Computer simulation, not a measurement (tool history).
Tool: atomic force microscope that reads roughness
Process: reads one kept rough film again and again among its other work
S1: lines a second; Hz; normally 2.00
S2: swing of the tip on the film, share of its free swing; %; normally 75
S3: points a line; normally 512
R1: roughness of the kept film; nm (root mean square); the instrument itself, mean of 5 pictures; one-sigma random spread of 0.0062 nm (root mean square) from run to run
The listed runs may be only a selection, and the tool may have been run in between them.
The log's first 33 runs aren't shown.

| run | hour | S1 | S2 | S3 | R1 |
|---|---|---|---|---|---|
| 34 | 270.7 | 1.06 | 56 | 354 | 2.035 |
| 35 | 279.8 | 1.12 | 62 | 538 | 1.984 |
| 36 | 291.2 | 0.89 | 75 | 512 | 1.907 |
|  | 296.3 | new tip fitted |
| 37 | 297.7 | 0.89 | 75 | 512 | 1.989 |
| 38 | 308.9 | 0.89 | 75 | 512 | 1.981 |
| 39 | 318.0 | 0.89 | 81 | 512 | 1.927 |
| 40 | 323.2 | 0.89 | 81 | 683 | 1.921 |
| 41 | 333.4 | 3.57 | 61 | 895 | 1.864 |
| 42 | 339.3 | 3.57 | 61 | 895 | 1.864 |
| 43 | 347.4 | 3.57 | 61 | 895 | 1.848 |
| 44 | 354.1 | 0.92 | 69 | 500 | 1.984 |
| 45 | 363.8 | 1.90 | 78 | 392 | 1.734 |
| 46 | 372.1 | 1.90 | 78 | 392 | 1.732 |
|  | 382.5 | new tip fitted |
| 47 | 384.2 | 2.40 | 63 | 722 | 1.956 |
| 48 | 389.2 | 2.40 | 63 | 722 | 1.959 |
| 49 | 394.2 | 1.46 | 63 | 722 | 2.023 |

3 options for the next run, each taken on its own from the tool as it stands now. Forecast them:
| A | 400.7 | 0.54 | 59 | 722 | ? |
| B | 400.7 | 3.04 | 84 | 984 | ? |
| C | 400.7 | 0.66 | 62 | 512 | ? |

| run | R1 |
|---|---|
| A | 2.118 |
| B | 1.518 |
| C | 2.089 |
Take away the tool's hidden state, keep each run's random variation, and the runs would have read:
| run | R1 |
|---|---|
| A | 2.125 |
| B | 1.524 |
| C | 2.097 |
